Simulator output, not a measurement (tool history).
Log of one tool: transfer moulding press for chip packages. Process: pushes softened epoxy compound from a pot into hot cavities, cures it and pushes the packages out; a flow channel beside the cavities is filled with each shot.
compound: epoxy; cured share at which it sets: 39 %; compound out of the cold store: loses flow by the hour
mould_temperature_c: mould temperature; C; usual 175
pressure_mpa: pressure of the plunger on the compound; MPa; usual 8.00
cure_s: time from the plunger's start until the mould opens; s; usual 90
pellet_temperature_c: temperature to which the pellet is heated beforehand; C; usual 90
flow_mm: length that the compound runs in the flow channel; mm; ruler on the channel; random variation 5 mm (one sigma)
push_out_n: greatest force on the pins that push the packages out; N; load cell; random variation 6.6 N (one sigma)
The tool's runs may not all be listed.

| run | hour | mould_temperature_c | pressure_mpa | cure_s | pellet_temperature_c | incoming compound's hours out of the cold store | flow_mm | push_out_n |
|---|---|---|---|---|---|---|---|---|
| 1 | 0.0 | 175 | 8.00 | 90 | 90 | 39.4 | 715 | 281 |
| 2 | 28.3 | 175 | 8.00 | 90 | 90 | 12.4 | 770 | 407 |
|  | 53.7 | cavities cleaned with cleaning compound and waxed |
| 3 | 85.0 | 175 | 8.00 | 90 | 90 | 46.0 | 693 | 572 |
|  | 111.5 | cavities cleaned with cleaning compound and waxed |
| 4 | 133.4 | 175 | 8.00 | 90 | 90 | 12.7 | 761 | 390 |
| 5 | 163.6 | 175 | 8.00 | 90 | 90 | 43.0 | 690 | 449 |
|  | 173.2 | cavities cleaned with cleaning compound and waxed |
| 6 | 199.6 | 175 | 8.00 | 90 | 90 | 44.2 | 686 | 392 |
|  | 230.4 | cavities cleaned with cleaning compound and waxed |
|  | 240.4 | cavities cleaned with cleaning compound and waxed, once more |
| 7 | 243.7 | 175 | 8.00 | 90 | 90 | 38.5 | 692 | 292 |
| 8 | 282.8 | 179 | 8.00 | 90 | 90 | 28.5 | 704 | 393 |
|  | 298.6 | cavities cleaned with cleaning compound and waxed |
| 9 | 336.6 | 179 | 8.00 | 90 | 90 | 9.4 | 745 | 390 |
|  | 356.8 | cavities cleaned with cleaning compound and waxed |
| 10 | 386.4 | 175 | 8.00 | 126 | 90 | 39.8 | 675 | 341 |
| 11 | 410.9 | 175 | 8.00 | 126 | 90 | 28.6 | 704 | 401 |
|  | 417.5 | cavities cleaned with cleaning compound and waxed |
| 12 | 459.6 | 175 | 8.00 | 126 | 90 | 31.9 | 694 | 376 |
|  | 470.7 | plunger's sealing rings changed |
|  | 480.0 | cavities cleaned with cleaning compound and waxed |
| 13 | 506.8 | 175 | 8.00 | 126 | 90 | 26.8 | 730 | 343 |
|  | 539.6 | cavities cleaned with cleaning compound and waxed |
| 14 | 562.5 | 169 | 9.08 | 82 | 90 | 43.9 | 757 | 590 |
|  | 597.1 | cavities cleaned with cleaning compound and waxed |
| 15 | 603.1 | 176 | 6.16 | 82 | 98 | 25.9 | 643 | 321 |
| 16 | 642.0 | 179 | 8.00 | 90 | 87 | 26.7 | 711 | 399 |
|  | 657.9 | cavities cleaned with cleaning compound and waxed |
| 17 | 687.3 | 171 | 8.94 | 90 | 87 | 9.0 | 819 | 473 |
|  | 719.2 | cavities cleaned with cleaning compound and waxed |
| 18 | 739.5 | 171 | 8.94 | 90 | 87 | 18.3 | 792 | 452 |
|  | 776.9 | cavities cleaned with cleaning compound and waxed |
| 19 | 791.6 | 170 | 8.94 | 90 | 87 | 15.9 | 805 | 428 |
| 20 | 818.4 | 170 | 8.29 | 81 | 90 | 31.7 | 723 | 629 |
|  | 834.7 | cavities cleaned with cleaning compound and waxed |
| 21 | 844.4 | 167 | 6.88 | 121 | 98 | 25.7 | 681 | 301 |
|  | 893.7 | cavities cleaned with cleaning compound and waxed |
| 22 | 898.2 | 180 | 8.00 | 76 | 83 | 42.9 | 673 | 280 |
|  | 904.5 | mould's thermocouples calibrated |
| 23 | 940.8 | 180 | 8.00 | 76 | 83 | 22.7 | 710 | 474 |
|  | 953.5 | cavities cleaned with cleaning compound and waxed |
| 24 | 975.0 | 181 | 9.08 | 90 | 90 | 15.0 | 771 | 324 |
|  | 1014.9 | cavities cleaned with cleaning compound and waxed |
|  | 1022.1 | plunger's sealing rings changed |
| 25 | 1033.6 | 181 | 9.08 | 90 | 90 | 42.9 | 736 | 304 |
| 26 | 1071.4 | 170 | 8.27 | 129 | 97 | 31.5 | 745 | 404 |

5 ways to go on from here, each from the tool as it stands after run 26. What would each give?
|  | 1076.8 | cavities cleaned with cleaning compound and waxed |
| A | 1098.4 | 175 | 8.00 | 127 | 90 | 36.0 | ? | ? |
|  | 1076.8 | cavities cleaned with cleaning compound and waxed |
| B | 1098.4 | 175 | 8.27 | 129 | 97 | 32.6 | ? | ? |
|  | 1076.8 | cavities cleaned with cleaning compound and waxed |
| C | 1098.4 | 173 | 8.55 | 112 | 90 | 43.8 | ? | ? |
|  | 1076.8 | cavities cleaned with cleaning compound and waxed |
| D | 1098.4 | 175 | 7.34 | 129 | 97 | 39.5 | ? | ? |
|  | 1076.8 | cavities cleaned with cleaning compound and waxed |
| E | 1098.4 | 170 | 8.27 | 80 | 97 | 35.0 | ? | ? |

| run | flow_mm | push_out_n |
|---|---|---|
| A | 715 | 309 |
| B | 731 | 309 |
| C | 727 | 310 |
| D | 677 | 302 |
| E | 734 | 554 |
Without the tool's hidden state the same runs would have given:
| run | flow_mm | push_out_n |
|---|---|---|
| A | 722 | 219 |
| B | 738 | 220 |
| C | 734 | 221 |
| D | 683 | 214 |
| E | 741 | 406 |

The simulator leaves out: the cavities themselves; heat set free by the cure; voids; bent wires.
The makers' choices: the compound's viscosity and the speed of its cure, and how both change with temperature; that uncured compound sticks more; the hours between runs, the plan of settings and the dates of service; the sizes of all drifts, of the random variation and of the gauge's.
